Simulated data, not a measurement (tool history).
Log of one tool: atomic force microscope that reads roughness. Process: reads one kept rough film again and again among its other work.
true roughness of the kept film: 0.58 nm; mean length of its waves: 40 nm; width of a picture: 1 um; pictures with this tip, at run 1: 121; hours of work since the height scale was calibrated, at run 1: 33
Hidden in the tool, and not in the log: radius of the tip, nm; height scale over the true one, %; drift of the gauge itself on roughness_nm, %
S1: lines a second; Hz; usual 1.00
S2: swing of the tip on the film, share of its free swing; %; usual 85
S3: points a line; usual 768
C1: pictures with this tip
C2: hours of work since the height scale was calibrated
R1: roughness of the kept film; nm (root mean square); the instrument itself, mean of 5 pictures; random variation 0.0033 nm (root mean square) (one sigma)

run	hour	S1	S2	S3	C1	C2	R1
1	0.0	1.00	85	768	121	33	0.500
2	9.5	0.90	85	768	136	38	0.513
3	16.3	0.90	85	768	146	41	0.511
4	23.3	0.90	85	768	157	45	0.509
5	31.4	0.90	85	768	169	49	0.503
6	44.2	1.00	57	768	188	56	0.559
# hour 46.4: new tip fitted
7	57.8	1.00	57	310	17	63	0.554
8	69.2	1.00	70	768	34	68	0.538
9	77.0	1.00	70	768	46	73	0.543
10	86.3	1.00	85	768	60	77	0.495
11	93.7	1.00	85	768	71	81	0.504
12	101.3	3.36	85	768	83	85	0.382
13	111.5	3.36	85	768	98	91	0.382
14	118.7	3.36	85	768	109	94	0.386
15	129.6	3.36	85	768	126	100	0.383
16	137.9	3.36	77	768	138	104	0.428
17	144.4	1.10	68	1010	148	108	0.541
18	156.8	2.79	87	995	167	114	0.398
19	167.3	1.07	85	768	182	120	0.496
# hour 173.3: new tip fitted
20	181.1	1.07	85	768	12	127	0.496
21	187.2	1.68	80	1020	21	130	0.478
22	200.2	1.00	59	686	40	137	0.555
23	213.6	1.00	59	686	61	144	0.553

Run 24 comes next. What will it give?
24	223.0	1.00	59	686	75	149	?

Run 24 gave R1 0.558 nm (root mean square).
Without the tool's hidden state the same run would have given R1 0.559 nm (root mean square).

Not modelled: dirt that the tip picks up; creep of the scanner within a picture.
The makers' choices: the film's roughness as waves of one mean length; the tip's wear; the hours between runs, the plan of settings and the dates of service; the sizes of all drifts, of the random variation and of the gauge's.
